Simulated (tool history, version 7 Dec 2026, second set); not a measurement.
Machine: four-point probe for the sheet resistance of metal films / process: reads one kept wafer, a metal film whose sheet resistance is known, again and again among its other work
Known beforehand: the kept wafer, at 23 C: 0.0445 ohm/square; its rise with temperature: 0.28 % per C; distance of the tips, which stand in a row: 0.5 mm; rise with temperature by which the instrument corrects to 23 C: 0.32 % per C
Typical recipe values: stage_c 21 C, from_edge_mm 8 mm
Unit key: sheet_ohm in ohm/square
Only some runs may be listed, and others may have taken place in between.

{"run": 1, "hour": 0.0, "stage_c": 21, "from_edge_mm": 8, "sheet_ohm": 0.044546}
{"run": 2, "hour": 145.1, "stage_c": 21, "from_edge_mm": 8, "sheet_ohm": 0.044543}
{"run": 3, "hour": 229.6, "stage_c": 21, "from_edge_mm": 8, "sheet_ohm": 0.044537}
{"run": 4, "hour": 297.7, "stage_c": 21, "from_edge_mm": 8, "sheet_ohm": 0.044541}
{"run": 5, "hour": 358.9, "stage_c": 21, "from_edge_mm": 8, "sheet_ohm": 0.044531}
{"run": 6, "hour": 463.4, "stage_c": 21, "from_edge_mm": 75, "sheet_ohm": 0.044437}
{"run": 7, "hour": 590.2, "stage_c": 21, "from_edge_mm": 12, "sheet_ohm": 0.044482}
{"run": 8, "hour": 682.4, "stage_c": 21, "from_edge_mm": 12, "sheet_ohm": 0.04447}
{"run": 9, "hour": 782.1, "stage_c": 21, "from_edge_mm": 12, "sheet_ohm": 0.044469}
{"run": 10, "hour": 889.9, "stage_c": 33, "from_edge_mm": 8, "sheet_ohm": 0.0443}
{"run": 11, "hour": 965.1, "stage_c": 30, "from_edge_mm": 8, "sheet_ohm": 0.044329}
{"run": 12, "hour": 1050.5, "stage_c": 25, "from_edge_mm": 36, "sheet_ohm": 0.044348}
{"run": 13, "hour": 1146.1, "stage_c": 25, "from_edge_mm": 36, "sheet_ohm": 0.044315}
{"run": 14, "hour": 1243.0, "stage_c": 27, "from_edge_mm": 11, "sheet_ohm": 0.044351}
{"run": 15, "hour": 1367.4, "stage_c": 25, "from_edge_mm": 6, "sheet_ohm": 0.044485}
{"run": 16, "hour": 1501.8, "stage_c": 26, "from_edge_mm": 8, "sheet_ohm": 0.044407}
{"run": 17, "hour": 1560.9, "stage_c": 23, "from_edge_mm": 8, "sheet_ohm": 0.044443}
{"run": 18, "hour": 1634.2, "stage_c": 23, "from_edge_mm": 6, "sheet_ohm": 0.044518}
{"run": 19, "hour": 1768.3, "stage_c": 28, "from_edge_mm": 13, "sheet_ohm": 0.044276}
{"run": 20, "hour": 1857.4, "stage_c": 28, "from_edge_mm": 13, "sheet_ohm": 0.04428}
{"run": 21, "hour": 1989.9, "stage_c": 19, "from_edge_mm": 45, "sheet_ohm": 0.044418}
{"run": 22, "hour": 2120.9, "stage_c": 18, "from_edge_mm": 75, "sheet_ohm": 0.044415}

Branching from run 22: 4 alternative next runs. What would each branch give?
{"run": "A", "hour": 2182.5, "stage_c": 21, "from_edge_mm": 11, "sheet_ohm": "?"}
{"run": "B", "hour": 2182.5, "stage_c": 21, "from_edge_mm": 22, "sheet_ohm": "?"}
{"run": "C", "hour": 2182.5, "stage_c": 24, "from_edge_mm": 10, "sheet_ohm": "?"}
{"run": "D", "hour": 2182.5, "stage_c": 27, "from_edge_mm": 75, "sheet_ohm": "?"}

run=A sheet_ohm=0.044403
run=B sheet_ohm=0.044370
run=C sheet_ohm=0.044366
run=D sheet_ohm=0.044248
With the hidden condition removed and each run's random variation left untouched, the same runs would have given:
run=A sheet_ohm=0.044576
run=B sheet_ohm=0.044542
run=C sheet_ohm=0.044538
run=D sheet_ohm=0.044419
